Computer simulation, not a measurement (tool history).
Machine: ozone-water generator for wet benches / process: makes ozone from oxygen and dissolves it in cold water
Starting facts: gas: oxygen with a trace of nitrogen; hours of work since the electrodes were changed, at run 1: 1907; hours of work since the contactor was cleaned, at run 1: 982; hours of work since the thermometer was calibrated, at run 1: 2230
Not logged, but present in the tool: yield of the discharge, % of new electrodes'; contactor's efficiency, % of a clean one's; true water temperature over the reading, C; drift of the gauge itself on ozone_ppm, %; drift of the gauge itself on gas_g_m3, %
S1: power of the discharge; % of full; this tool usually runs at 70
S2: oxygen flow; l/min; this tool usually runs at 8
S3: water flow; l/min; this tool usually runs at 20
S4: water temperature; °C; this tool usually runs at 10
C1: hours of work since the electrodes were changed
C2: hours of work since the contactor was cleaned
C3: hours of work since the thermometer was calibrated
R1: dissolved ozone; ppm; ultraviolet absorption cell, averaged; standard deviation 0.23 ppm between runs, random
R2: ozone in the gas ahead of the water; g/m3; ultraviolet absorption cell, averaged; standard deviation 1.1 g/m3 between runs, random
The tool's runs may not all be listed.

Run 1, hour 0: usual settings; C1 1907; C2 982; C3 2230. Result: R1 33.7 ppm, R2 192.8 g/m3.
Run 2, hour 63.1: usual settings; C1 1947; C2 1022; C3 2270. Result: R1 34.2 ppm, R2 194.9 g/m3.
Run 3, hour 100.4: usual settings; C1 1971; C2 1046; C3 2294. Result: R1 34.1 ppm, R2 195 g/m3.
Run 4, hour 154.5: usual settings but S3 18 l/min; C1 2005; C2 1081; C3 2329. Result: R1 36.4 ppm, R2 192.5 g/m3.
Run 5, hour 209.8: usual settings but S3 18 l/min; C1 2041; C2 1116; C3 2364. Result: R1 36.4 ppm, R2 192.8 g/m3.
Run 6, hour 276.2: usual settings; C1 2083; C2 1159; C3 2407. Result: R1 34.4 ppm, R2 192.6 g/m3.
Run 7, hour 325.2: usual settings but S2 7.39 l/min; C1 2115; C2 1190; C3 2438. Result: R1 33.7 ppm, R2 198 g/m3.
Run 8, hour 364.6: usual settings but S2 7.39 l/min, S4 13 °C; C1 2140; C2 1215; C3 2463. Result: R1 32 ppm, R2 200.5 g/m3.
Run 9, hour 420.1: usual settings but S2 7.39 l/min, S4 13 °C; C1 2175; C2 1251; C3 2499. Result: R1 32 ppm, R2 197.4 g/m3.
Run 10, hour 471.2: usual settings but S2 7.39 l/min, S3 21 l/min, S4 13 °C; C1 2208; C2 1284; C3 2532. Result: R1 30.8 ppm, R2 197.6 g/m3.
Run 11, hour 542.3: usual settings but S2 7.39 l/min, S3 21 l/min, S4 13 °C; C1 2254; C2 1329; C3 2577. Result: R1 30.6 ppm, R2 198.7 g/m3.
Run 12, hour 604.8: usual settings; C1 2294; C2 1369; C3 2617. Result: R1 34.4 ppm, R2 195 g/m3.
Run 13, hour 637.7: usual settings; C1 2315; C2 1390; C3 2638. Result: R1 34.2 ppm, R2 193.1 g/m3.
Run 14, hour 693.3: usual settings; C1 2350; C2 1426; C3 2674. Result: R1 33.8 ppm, R2 192.6 g/m3.
Run 15, hour 741.8: usual settings; C1 2381; C2 1457; C3 2705. Result: R1 34 ppm, R2 190.6 g/m3.
Run 16, hour 780.3: usual settings; C1 2406; C2 1481; C3 2729. Result: R1 33.8 ppm, R2 194.2 g/m3.
Run 17, hour 855.9: usual settings but S1 51 % of full, S2 8.17 l/min, S3 19 l/min; C1 2454; C2 1530; C3 2778. Result: R1 28.5 ppm, R2 156.3 g/m3.
Run 18, hour 927: usual settings but S1 99 % of full, S2 7.16 l/min, S3 16 l/min, S4 15 °C; C1 2500; C2 1575; C3 2823. Result: R1 44.5 ppm, R2 251.7 g/m3.
Run 19, hour 979.8: usual settings but S1 99 % of full, S2 7.16 l/min, S3 16 l/min, S4 15 °C; C1 2534; C2 1609; C3 2857. Result: R1 44.9 ppm, R2 253.7 g/m3.
Run 20, hour 1024.2: usual settings but S1 99 % of full, S2 7.16 l/min, S3 16 l/min, S4 15 °C; C1 2562; C2 1637; C3 2886. Result: R1 44.9 ppm, R2 254.1 g/m3.
Run 21, hour 1082.2: usual settings but S1 99 % of full, S2 7.16 l/min, S3 16 l/min, S4 15 °C; C1 2599; C2 1675; C3 2923. Result: R1 44.9 ppm, R2 253.3 g/m3.
Run 22, hour 1139.1: usual settings but S2 10.85 l/min; C1 2636; C2 1711; C3 2959. Result: R1 35.6 ppm, R2 175.3 g/m3.
Run 23, hour 1197.3: usual settings but S2 10.85 l/min; C1 2673; C2 1748; C3 2996. Result: R1 35.4 ppm, R2 174.5 g/m3.
Run 24, hour 1234.4: usual settings but S1 64 % of full, S2 9.19 l/min, S3 27 l/min; C1 2697; C2 1772; C3 3020. Result: R1 26.6 ppm, R2 175.2 g/m3.
Run 25, hour 1289.4: usual settings but S1 64 % of full, S2 9.24 l/min, S3 22 l/min; C1 2732; C2 1807; C3 3055. Result: R1 30.8 ppm, R2 174.5 g/m3.
Run 26, hour 1348.4: usual settings but S1 64 % of full, S2 5.3 l/min, S3 22 l/min, S4 5 °C; C1 2769; C2 1845; C3 3093. Result: R1 28.5 ppm, R2 209.2 g/m3.
Run 27, hour 1388.9: usual settings but S1 44 % of full, S2 4.04 l/min, S3 29 l/min, S4 7 °C; C1 2795; C2 1871; C3 3119. Result: R1 15.3 ppm, R2 175.4 g/m3.
Run 28, hour 1448.7: usual settings but S1 44 % of full, S2 4.04 l/min, S3 29 l/min, S4 17 °C; C1 2834; C2 1909; C3 3157. Result: R1 14.2 ppm, R2 177.4 g/m3.
Run 29, hour 1513.5: usual settings but S1 42 % of full, S2 12.16 l/min, S3 13 l/min, S4 17 °C; C1 2875; C2 1951; C3 3199. Result: R1 26.4 ppm, R2 120.1 g/m3.
Run 30, hour 1552: usual settings but S2 12.94 l/min, S4 5 °C; C1 2900; C2 1975; C3 3223. Result: R1 39.5 ppm, R2 164.8 g/m3.
Run 31, hour 1606.7: usual settings but S2 12.94 l/min, S4 5 °C; C1 2935; C2 2010; C3 3258. Result: R1 39.9 ppm, R2 164.9 g/m3.
Run 32, hour 1642.8: usual settings but S2 12.94 l/min, S3 17 l/min, S4 6 °C; C1 2958; C2 2033; C3 3281. Result: R1 42.1 ppm, R2 163.8 g/m3.

Here are 4 independent what-if runs from the current tool condition. What would each one return?
Run A, hour 1715.7: usual settings but S1 53 % of full, S2 7.1 l/min; C1 3005; C2 2080; C3 3328. Result: R1 ?, R2 ?.
Run B, hour 1715.7: usual settings but S3 21 l/min; C1 3005; C2 2080; C3 3328. Result: R1 ?, R2 ?.
Run C, hour 1715.7: usual settings but S1 75 % of full, S2 4.67 l/min, S3 17 l/min, S4 5 °C; C1 3005; C2 2080; C3 3328. Result: R1 ?, R2 ?.
Run D, hour 1715.7: usual settings but S1 86 % of full, S2 4.08 l/min; C1 3005; C2 2080; C3 3328. Result: R1 ?, R2 ?.

run    R1     R2
  A  27.4  166.8
  B  32.6  194.3
  C  37.5  240.5
  D  32.5    277
What these runs would have given with no unlogged condition in the tool:
run    R1     R2
  A  27.4  166.9
  B  32.6  194.5
  C  37.6  240.8
  D  32.6  277.3
